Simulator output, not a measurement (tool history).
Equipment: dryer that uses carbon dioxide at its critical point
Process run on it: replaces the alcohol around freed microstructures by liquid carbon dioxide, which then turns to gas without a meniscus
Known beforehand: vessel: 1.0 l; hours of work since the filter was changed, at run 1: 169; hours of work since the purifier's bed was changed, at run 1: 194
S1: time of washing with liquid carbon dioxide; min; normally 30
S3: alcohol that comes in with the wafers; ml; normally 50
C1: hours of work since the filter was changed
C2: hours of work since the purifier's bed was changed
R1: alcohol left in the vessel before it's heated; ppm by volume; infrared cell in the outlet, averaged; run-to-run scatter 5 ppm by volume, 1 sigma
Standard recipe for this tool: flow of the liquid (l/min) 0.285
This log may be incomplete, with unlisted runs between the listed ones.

{"run": 1, "hour": 0.0, "S1": 30, "flow of the liquid (l/min)": 0.285, "S3": 50, "C1": 169, "C2": 194, "R1": 87}
{"run": 2, "hour": 5.3, "S1": 30, "flow of the liquid (l/min)": 0.285, "S3": 50, "C1": 172, "C2": 197, "R1": 93}
{"run": 3, "hour": 13.3, "S1": 30, "flow of the liquid (l/min)": 0.285, "S3": 50, "C1": 177, "C2": 202, "R1": 88}
{"run": 4, "hour": 17.6, "S1": 30, "flow of the liquid (l/min)": 0.285, "S3": 50, "C1": 180, "C2": 205, "R1": 92}
{"run": 5, "hour": 26.2, "S1": 30, "flow of the liquid (l/min)": 0.434, "S3": 50, "C1": 186, "C2": 210, "R1": 25}
{"run": 6, "hour": 31.5, "S1": 30, "flow of the liquid (l/min)": 0.434, "S3": 34, "C1": 189, "C2": 214, "R1": 22}
{"run": 7, "hour": 38.7, "S1": 30, "flow of the liquid (l/min)": 0.285, "S3": 50, "C1": 194, "C2": 219, "R1": 93}
{"run": 8, "hour": 43.8, "S1": 30, "flow of the liquid (l/min)": 0.285, "S3": 50, "C1": 197, "C2": 222, "R1": 99}
{"run": 9, "hour": 50.6, "S1": 30, "flow of the liquid (l/min)": 0.285, "S3": 50, "C1": 201, "C2": 226, "R1": 96}
{"run": 10, "hour": 56.5, "S1": 24, "flow of the liquid (l/min)": 0.285, "S3": 22, "C1": 205, "C2": 230, "R1": 157}
{"run": 11, "hour": 61.8, "S1": 18, "flow of the liquid (l/min)": 0.28, "S3": 22, "C1": 208, "C2": 233, "R1": 527}
{"run": 12, "hour": 70.6, "S1": 23, "flow of the liquid (l/min)": 0.324, "S3": 20, "C1": 214, "C2": 239, "R1": 92}
{"run": 13, "hour": 75.8, "S1": 23, "flow of the liquid (l/min)": 0.441, "S3": 54, "C1": 217, "C2": 242, "R1": 45}
{"run": 14, "hour": 79.9, "S1": 38, "flow of the liquid (l/min)": 0.301, "S3": 63, "C1": 220, "C2": 245, "R1": 39}
{"run": 15, "hour": 85.8, "S1": 25, "flow of the liquid (l/min)": 0.285, "S3": 79, "C1": 224, "C2": 249, "R1": 433}
{"run": 16, "hour": 89.6, "S1": 21, "flow of the liquid (l/min)": 0.298, "S3": 50, "C1": 226, "C2": 251, "R1": 509}
{"hour": 93.8, "done": "inlet filter changed"}
{"run": 17, "hour": 98.1, "S1": 26, "flow of the liquid (l/min)": 0.263, "S3": 48, "C1": 3, "C2": 256, "R1": 134}
{"run": 18, "hour": 103.9, "S1": 19, "flow of the liquid (l/min)": 0.245, "S3": 54, "C1": 6, "C2": 260, "R1": 913}

4 options for the next run, each taken on its own from the tool as it stands now. Forecast them:
{"run": "A", "hour": 110.1, "S1": 43, "flow of the liquid (l/min)": 0.363, "S3": 21, "C1": 10, "C2": 264, "R1": "?"}
{"run": "B", "hour": 110.1, "S1": 19, "flow of the liquid (l/min)": 0.245, "S3": 76, "C1": 10, "C2": 264, "R1": "?"}
{"run": "C", "hour": 110.1, "S1": 42, "flow of the liquid (l/min)": 0.285, "S3": 50, "C1": 10, "C2": 264, "R1": "?"}
{"run": "D", "hour": 110.1, "S1": 21, "flow of the liquid (l/min)": 0.245, "S3": 54, "C1": 10, "C2": 264, "R1": "?"}

run=A R1=24
run=B R1=1295
run=C R1=24
run=D R1=622
The same runs, with their run-to-run variation unchanged, on a tool lacking any hidden condition would have given:
run=A R1=3
run=B R1=1232
run=C R1=4
run=D R1=579

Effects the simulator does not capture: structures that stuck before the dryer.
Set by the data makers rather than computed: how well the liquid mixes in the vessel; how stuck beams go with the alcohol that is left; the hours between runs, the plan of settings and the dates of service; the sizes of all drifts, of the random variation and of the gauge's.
